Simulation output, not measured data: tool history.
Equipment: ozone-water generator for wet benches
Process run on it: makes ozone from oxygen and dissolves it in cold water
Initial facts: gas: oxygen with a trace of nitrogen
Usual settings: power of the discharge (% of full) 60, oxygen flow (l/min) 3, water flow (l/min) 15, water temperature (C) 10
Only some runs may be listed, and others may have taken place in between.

| run | day | power of the discharge (% of full) | oxygen flow (l/min) | water flow (l/min) | water temperature (C) | dissolved ozone (ppm) | ozone in the gas ahead of the water (g/m3) |
|---|---|---|---|---|---|---|---|
| 1 | 0 | 60 | 3 | 15 | 10 | 13.3 | 166.7 |
| 2 | 1.492 | 60 | 3 | 15 | 16 | 12.5 | 167.1 |
| 3 | 3.088 | 60 | 3 | 15 | 16 | 12.3 | 167 |
| 4 | 4.2 | 60 | 3 | 15 | 16 | 12.7 | 167.5 |
| 5 | 5.7 | 60 | 3 | 15 | 16 | 12.4 | 166.8 |
| 6 | 7.342 | 60 | 3 | 15 | 16 | 12.2 | 165.7 |
| 7 | 8.867 | 60 | 3.68 | 15 | 10 | 13.9 | 153.5 |
| 8 | 9.621 | 60 | 3.68 | 15 | 10 | 13.7 | 154.6 |
| 9 | 11.154 | 60 | 3.68 | 15 | 10 | 13.9 | 152.5 |
| 10 | 12.721 | 60 | 3.68 | 15 | 10 | 13.8 | 153.1 |
| 11 | 13.7 | 60 | 3.68 | 15 | 10 | 13.8 | 153.6 |
| 12 | 14.842 | 60 | 3 | 13 | 10 | 14.9 | 165.4 |
| 13 | 16.392 | 60 | 3 | 13 | 10 | 15.1 | 163.9 |
| 14 | 17.567 | 60 | 3 | 13 | 10 | 14.9 | 162.7 |
| 15 | 18.7 | 60 | 3 | 13 | 10 | 14.8 | 164.8 |
| 16 | 20.525 | 60 | 3 | 13 | 10 | 14.9 | 164.1 |
| 17 | 21.642 | 60 | 3 | 13 | 10 | 14.7 | 163.3 |
| 18 | 22.558 | 60 | 3 | 13 | 10 | 14.8 | 162.6 |
| 19 | 23.829 | 60 | 3 | 13 | 10 | 14.5 | 161.4 |
| 20 | 24.75 | 60 | 3 | 15 | 10 | 12.8 | 162.6 |
| 21 | 26.5 | 60 | 3 | 15 | 10 | 12.8 | 162.5 |
| 22 | 27.758 | 54 | 3.34 | 11 | 8 | 16.4 | 144.9 |
| 23 | 29.404 | 93 | 2.5 | 9 | 11 | 25.2 | 234.5 |
| 24 | 30.621 | 93 | 3.14 | 15 | 7 | 17.9 | 217.3 |
| 25 | 31.45 | 93 | 3.14 | 15 | 7 | 18 | 216.8 |
| 26 | 32.571 | 93 | 5.07 | 15 | 7 | 20.3 | 179.8 |
| 27 | 33.596 | 95 | 3 | 9 | 7 | 28.3 | 222.9 |
| 28 | 34.954 | 49 | 3 | 15 | 10 | 11 | 142.6 |
| 29 | 36.479 | 49 | 3 | 16 | 9 | 10.5 | 142.1 |
| 30 | 37.546 | 49 | 2.52 | 12 | 9 | 13 | 150.4 |
| 31 | 38.875 | 60 | 4.23 | 16 | 10 | 13.2 | 143.1 |
| 32 | 39.842 | 66 | 3 | 15 | 7 | 13.8 | 172.9 |

Alternative continuations, all from the tool just after run 32; predict every row:
| A | 41.05 | 72 | 3 | 15 | 10 | ? | ? |
| B | 41.05 | 60 | 2.18 | 15 | 10 | ? | ? |
| C | 41.05 | 57 | 2.98 | 15 | 7 | ? | ? |
| D | 41.05 | 51 | 3 | 20 | 13 | ? | ? |
| E | 41.05 | 75 | 1.84 | 15 | 16 | ? | ? |

| run | dissolved ozone (ppm) | ozone in the gas ahead of the water (g/m3) |
|---|---|---|
| A | 14.2 | 181.5 |
| B | 11.1 | 181.3 |
| C | 12.5 | 156.2 |
| D | 8.3 | 144.1 |
| E | 11.7 | 224.4 |
Stripped of hidden state, with their random variation kept, the same runs would have yielded:
| run | dissolved ozone (ppm) | ozone in the gas ahead of the water (g/m3) |
|---|---|---|
| A | 17.5 | 196.4 |
| B | 13.6 | 194.1 |
| C | 15.2 | 166.8 |
| D | 10.1 | 153 |
| E | 14.4 | 243.2 |
